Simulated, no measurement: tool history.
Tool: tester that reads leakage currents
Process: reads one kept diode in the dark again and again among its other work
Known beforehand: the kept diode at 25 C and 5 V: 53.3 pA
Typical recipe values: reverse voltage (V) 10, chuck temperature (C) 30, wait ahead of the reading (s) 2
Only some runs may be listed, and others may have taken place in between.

| run | hour | reverse voltage (V) | chuck temperature (C) | wait ahead of the reading (s) | current that the tester gives (pA) |
|---|---|---|---|---|---|
| 1 | 0 | 10 | 30 | 2 | 134.88 |
| 2 | 27.7 | 10 | 30 | 2 | 135.11 |
| 3 | 50.4 | 9 | 30 | 2 | 127.45 |
| 4 | 86.4 | 9 | 30 | 2 | 128.64 |
| 5 | 115.2 | 9 | 30 | 2 | 129.18 |
| 6 | 139.6 | 9 | 30 | 6.95 | 128.23 |
| 7 | 171.1 | 1.5 | 30 | 2 | 49.13 |
| 8 | 190.2 | 10 | 30 | 1.75 | 139.42 |
| 9 | 212 | 10 | 30 | 1.75 | 138.54 |
| 10 | 246.2 | 10 | 30 | 1.75 | 140.03 |
| 11 | 271.7 | 10 | 30 | 1.75 | 139.54 |
| 12 | 298.3 | 2.9 | 30 | 2 | 70.34 |
| 13 | 321.6 | 2.9 | 30 | 2 | 72.06 |
| 14 | 345.1 | 2.9 | 30 | 2 | 72.46 |
| 15 | 362.8 | 1.3 | 24 | 2 | 29.91 |
| 16 | 388.2 | 1.6 | 43 | 1.58 | 140.03 |
| 17 | 415.5 | 2.3 | 36 | 0.67 | 101.44 |
| 18 | 443.3 | 10.3 | 26 | 2.73 | 112.75 |
| 19 | 466.3 | 10.3 | 26 | 2.73 | 106.99 |
| 20 | 499.8 | 15.6 | 58 | 2.73 | 1214.57 |
| 21 | 517.8 | 15.6 | 26 | 0.35 | 147.39 |
| 22 | 544.8 | 15.6 | 26 | 0.35 | 147.66 |
| 23 | 565.1 | 1.6 | 36 | 3.39 | 78.79 |
| 24 | 596.5 | 16.5 | 30 | 8.15 | 187.25 |
| 25 | 625.6 | 1 | 30 | 0.47 | 39.63 |
| 26 | 660.5 | 13.9 | 24 | 0.47 | 122.65 |
| 27 | 682.3 | 10 | 53 | 2 | 696.73 |
| 28 | 699.1 | 10 | 53 | 2 | 699.14 |

Taken out of this log: 2 entries between the listed runs. Where each belongs, and how the hidden state differs across it:
From run 12 to run 13: chuck's temperature calibrated (hour 302.2)
  stray current of the dirty probe card, pA a volt: 1.87 -> 1.899; current scale over the true one, %: 0.66 -> 0.67; true chuck temperature over the reading, C: 0.57 -> 0.86
  what was measured, less what the result would be without the hidden state, current that the tester gives (pA): +8.73 -> +10.37
From run 18 to run 19: chuck's temperature calibrated, once more (hour 455)
  stray current of the dirty probe card, pA a volt: 2.05 -> 2.077; current scale over the true one, %: 0.76 -> 0.78; true chuck temperature over the reading, C: 0.93 -> 0.04
  what was measured, less what the result would be without the hidden state, current that the tester gives (pA): +28.48 -> +22.34
